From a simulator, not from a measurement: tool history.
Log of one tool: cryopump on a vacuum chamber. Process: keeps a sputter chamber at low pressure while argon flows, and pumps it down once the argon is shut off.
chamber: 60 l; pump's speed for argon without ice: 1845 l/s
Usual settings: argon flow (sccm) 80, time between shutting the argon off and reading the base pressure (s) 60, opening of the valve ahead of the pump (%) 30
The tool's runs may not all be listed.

| run | day | argon flow (sccm) | time between shutting the argon off and reading the base pressure (s) | opening of the valve ahead of the pump (%) | pressure while argon flows (Pa) | pressure after the wait (uPa) |
|---|---|---|---|---|---|---|
| 1 | 0 | 80 | 60 | 30 | 0.2492 | 2.52 |
| 2 | 2.404 | 139 | 60 | 30 | 0.4418 | 2.67 |
| 3 | 5.683 | 80 | 198 | 30 | 0.2556 | 2.09 |
| 4 | 8.688 | 80 | 60 | 30 | 0.2537 | 2.88 |
| 5 | 11.433 | 80 | 60 | 30 | 0.2578 | 2.96 |
| 6 | 15.254 | 80 | 60 | 30 | 0.2595 | 3.09 |
|  | 17.179 | leaking fittings of the chamber tightened, without venting |
| 7 | 18.25 | 80 | 60 | 30 | 0.2618 | 1.18 |
| 8 | 21.975 | 57 | 60 | 30 | 0.186 | 1.25 |
| 9 | 25.296 | 149 | 60 | 21 | 0.6901 | 1.39 |
| 10 | 27.588 | 149 | 60 | 21 | 0.686 | 1.42 |
| 11 | 30.558 | 149 | 58 | 49 | 0.3223 | 1.48 |
| 12 | 32.675 | 149 | 37 | 49 | 0.3276 | 2.15 |
|  | 34.738 | pump warmed up, emptied and cooled again |
| 13 | 36.125 | 149 | 37 | 49 | 0.2818 | 2.09 |
| 14 | 38.196 | 40 | 60 | 22 | 0.1663 | 1.49 |
| 15 | 40.779 | 40 | 94 | 22 | 0.1669 | 1.24 |

5 ways to go on from here, each from the tool as it stands after run 15. What would each give?
| A | 42.742 | 40 | 94 | 49 | ? | ? |
| B | 42.742 | 139 | 60 | 30 | ? | ? |
| C | 42.742 | 80 | 60 | 31 | ? | ? |
| D | 42.742 | 54 | 243 | 41 | ? | ? |
| E | 42.742 | 80 | 218 | 30 | ? | ? |

| run | pressure while argon flows (Pa) | pressure after the wait (uPa) |
|---|---|---|
| A | 0.0779 | 1.26 |
| B | 0.4312 | 1.57 |
| C | 0.2412 | 1.6 |
| D | 0.1238 | 0.94 |
| E | 0.2483 | 0.96 |
Without the tool's hidden state the same runs would have given:
| run | pressure while argon flows (Pa) | pressure after the wait (uPa) |
|---|---|---|
| A | 0.0757 | 0.72 |
| B | 0.4237 | 1.03 |
| C | 0.2369 | 1.05 |
| D | 0.1209 | 0.4 |
| E | 0.244 | 0.41 |
